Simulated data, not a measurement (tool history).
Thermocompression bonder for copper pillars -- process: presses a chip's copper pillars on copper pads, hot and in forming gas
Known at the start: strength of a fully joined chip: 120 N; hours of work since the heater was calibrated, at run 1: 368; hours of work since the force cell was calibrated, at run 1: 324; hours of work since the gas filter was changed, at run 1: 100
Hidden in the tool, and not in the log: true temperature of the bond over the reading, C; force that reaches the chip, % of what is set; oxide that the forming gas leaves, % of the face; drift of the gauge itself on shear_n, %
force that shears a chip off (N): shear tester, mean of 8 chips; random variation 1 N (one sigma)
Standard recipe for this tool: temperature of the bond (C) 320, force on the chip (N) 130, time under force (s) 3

run	hour	temperature of the bond (C)	force on the chip (N)	time under force (s)	hours of work since the heater was calibrated	hours of work since the force cell was calibrated	hours of work since the gas filter was changed	force that shears a chip off (N)
1	0.0	320	130	3	368	324	100	80.7
2	13.8	320	130	3	379	335	111	81.6
3	20.0	320	130	3	383	340	116	81.6
4	26.2	320	130	3	388	344	120	81.3
# hour 28.2: forming gas filter changed
5	32.9	320	100	3	393	349	4	73.4
6	39.2	320	100	3	398	354	9	73.9
7	49.0	320	100	3	405	362	16	70.6
8	58.3	320	130	3	413	369	23	85.8
9	72.0	320	130	3	423	379	34	84.0
10	81.9	320	181	3	431	387	42	100.9
11	93.3	320	181	3	440	396	50	101.5
12	100.1	320	130	3	445	401	56	83.8
13	112.1	320	130	3	454	410	65	81.8
14	118.8	320	130	3	459	416	70	84.3
15	129.0	320	130	3	467	424	78	83.9
16	135.3	320	130	3	472	428	83	83.1
17	143.7	320	130	3	479	435	89	83.9
18	155.7	320	130	3	488	444	99	83.1
19	163.8	290	110	3	494	451	105	53.6
20	174.6	304	179	3	502	459	113	87.4
21	182.7	299	130	2	509	465	120	58.8
# hour 185.8: forming gas filter changed
22	195.4	299	130	2	518	475	7	63.4
23	202.3	344	174	3	524	480	13	110.1
24	208.5	329	84	7	528	485	18	85.6
25	221.1	329	84	7	538	494	27	86.1
26	227.0	320	133	4	543	499	32	94.9
27	235.3	296	128	8	549	505	38	88.8
28	247.2	308	178	5	558	515	48	101.2
29	253.7	295	94	3	563	520	53	51.7
30	267.2	326	155	2	574	530	63	87.9
31	276.5	318	152	2	581	537	70	79.7
32	282.8	320	139	4	586	542	75	91.3
33	289.9	320	146	4	591	548	81	92.7
34	298.5	337	130	6	598	554	87	100.0
35	306.3	319	130	6	604	560	93	93.7

What differs in the tool's unlogged condition from the final listed run ahead of each entry between runs to the first listed run following it?
After run 4, before run 5: forming gas filter changed (hour 28.2)
  true temperature of the bond over the reading, C: 2.3 -> 2.4; oxide that the forming gas leaves, % of the face: 7.47 -> 0.74
  measured less the result without the state, force that shears a chip off (N): -6.4 -> -0.5
After run 21, before run 22: forming gas filter changed (hour 185.8)
  force that reaches the chip, % of what is set: 95.6 -> 95.5; oxide that the forming gas leaves, % of the face: 7.62 -> 0.97
  measured less the result without the state, force that shears a chip off (N): -4.6 -> -0.5

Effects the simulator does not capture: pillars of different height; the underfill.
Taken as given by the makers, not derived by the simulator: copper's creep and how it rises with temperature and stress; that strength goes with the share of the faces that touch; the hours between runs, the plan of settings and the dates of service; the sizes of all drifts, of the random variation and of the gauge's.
